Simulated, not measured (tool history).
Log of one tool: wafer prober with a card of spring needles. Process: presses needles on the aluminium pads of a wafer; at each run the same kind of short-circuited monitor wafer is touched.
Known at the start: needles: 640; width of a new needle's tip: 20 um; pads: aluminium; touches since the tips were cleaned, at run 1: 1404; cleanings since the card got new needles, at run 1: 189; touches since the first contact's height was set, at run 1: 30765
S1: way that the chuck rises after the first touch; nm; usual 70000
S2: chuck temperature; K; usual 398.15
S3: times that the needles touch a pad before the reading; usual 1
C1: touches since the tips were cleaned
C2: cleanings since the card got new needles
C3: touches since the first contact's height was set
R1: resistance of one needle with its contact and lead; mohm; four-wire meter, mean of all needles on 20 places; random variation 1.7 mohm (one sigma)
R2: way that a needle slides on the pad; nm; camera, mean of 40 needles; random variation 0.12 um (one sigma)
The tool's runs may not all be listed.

run	hour	S1	S2	S3	C1	C2	C3	R1	R2
1	0.0	70000	398.15	1	1404	189	30765	224	10920
# hour 2.5: tips cleaned on abrasive film
# hour 7.3: tips cleaned on abrasive film
# hour 13.2: tips cleaned on abrasive film
# hour 19.1: tips cleaned on abrasive film
2	19.1	79000	398.15	1	0	193	38681	174	12080
# hour 25.1: tips cleaned on abrasive film
# hour 29.9: tips cleaned on abrasive film
# hour 34.7: tips cleaned on abrasive film
# hour 40.7: tips cleaned on abrasive film
3	41.2	79000	398.15	1	194	197	47833	178	12190
# hour 46.0: tips cleaned on abrasive film
# hour 50.8: tips cleaned on abrasive film
# hour 56.8: tips cleaned on abrasive film
# hour 61.6: tips cleaned on abrasive film
4	66.0	70000	398.15	1	1864	201	58157	237	10250
# hour 67.3: tips cleaned on abrasive film
# hour 72.1: tips cleaned on abrasive film
# hour 78.0: tips cleaned on abrasive film
# hour 84.0: tips cleaned on abrasive film
5	87.4	70000	398.15	1	1424	205	67046	225	10450
# hour 89.9: tips cleaned on abrasive film
# hour 94.7: tips cleaned on abrasive film
# hour 99.5: tips cleaned on abrasive film
# hour 105.5: tips cleaned on abrasive film
# hour 110.3: tips cleaned on abrasive film
6	111.4	70000	398.15	1	491	210	76993	194	10230
# hour 116.2: tips cleaned on abrasive film
# hour 122.2: tips cleaned on abrasive film
# hour 128.2: tips cleaned on abrasive film
# hour 134.2: tips cleaned on abrasive film
7	138.5	70000	398.15	1	1819	214	88268	234	10230
# hour 139.8: tips cleaned on abrasive film
# hour 144.6: tips cleaned on abrasive film
# hour 149.4: tips cleaned on abrasive film
# hour 155.4: tips cleaned on abrasive film
# hour 160.2: tips cleaned on abrasive film
# hour 165.0: tips cleaned on abrasive film
8	167.9	70000	398.15	1	1228	220	100444	230	10170
# hour 170.3: tips cleaned on abrasive film
# hour 176.3: tips cleaned on abrasive film
# hour 182.3: tips cleaned on abrasive film
# hour 187.4: tips cleaned on abrasive film
9	187.4	70000	370.15	1	0	224	108507	178	10150
# hour 192.2: tips cleaned on abrasive film
# hour 197.0: tips cleaned on abrasive film
# hour 203.0: tips cleaned on abrasive film
# hour 208.9: tips cleaned on abrasive film
10	211.8	70000	370.15	1	1227	228	118692	228	10130
# hour 214.3: tips cleaned on abrasive film
# hour 219.1: tips cleaned on abrasive film
# hour 225.1: tips cleaned on abrasive film
# hour 229.9: tips cleaned on abrasive film
# hour 234.7: tips cleaned on abrasive film
11	236.7	69000	398.15	2	858	233	129006	200	9880
# hour 240.4: tips cleaned on abrasive film
# hour 246.3: tips cleaned on abrasive film
# hour 252.3: tips cleaned on abrasive film
12	254.4	69000	374.15	1	855	236	136330	216	9720
# hour 258.0: tips cleaned on abrasive film
# hour 264.0: tips cleaned on abrasive film
# hour 269.9: tips cleaned on abrasive film
13	269.9	58000	374.15	2	0	239	142769	192	8040
# hour 275.9: tips cleaned on abrasive film
# hour 280.7: tips cleaned on abrasive film
# hour 286.1: tips cleaned on abrasive film
14	286.1	90000	299.15	3	0	242	149496	152	13110
# hour 292.1: tips cleaned on abrasive film
# hour 298.1: tips cleaned on abrasive film
# hour 304.0: tips cleaned on abrasive film
15	306.1	70000	308.15	2	872	245	157833	195	9770
# hour 309.7: tips cleaned on abrasive film
# hour 314.5: tips cleaned on abrasive film
# hour 319.4: tips cleaned on abrasive film
# hour 325.3: tips cleaned on abrasive film
# hour 330.1: tips cleaned on abrasive film
16	333.7	65000	320.15	3	1497	250	169284	197	8680

Some steps in R1 between neighbouring runs. How much of each would the tool show without its hidden state too (settings, what came in, random variation), and how much is left for the hidden state, with any gauge scatter that isn't in both results?
The hidden state here: debris on the tips, nm; way that the needles fall short of the set height, um; tips' diameter, um; drift of the gauge itself on contact_mohm, %; drift of the gauge itself on scrub_um, %.
Run 3 -> 4: S1 79000 -> 70000, tips cleaned on abrasive film, tips cleaned on abrasive film, tips cleaned on abrasive film, tips cleaned on abrasive film. R1 +59 mohm: hidden state +57, all else +2.
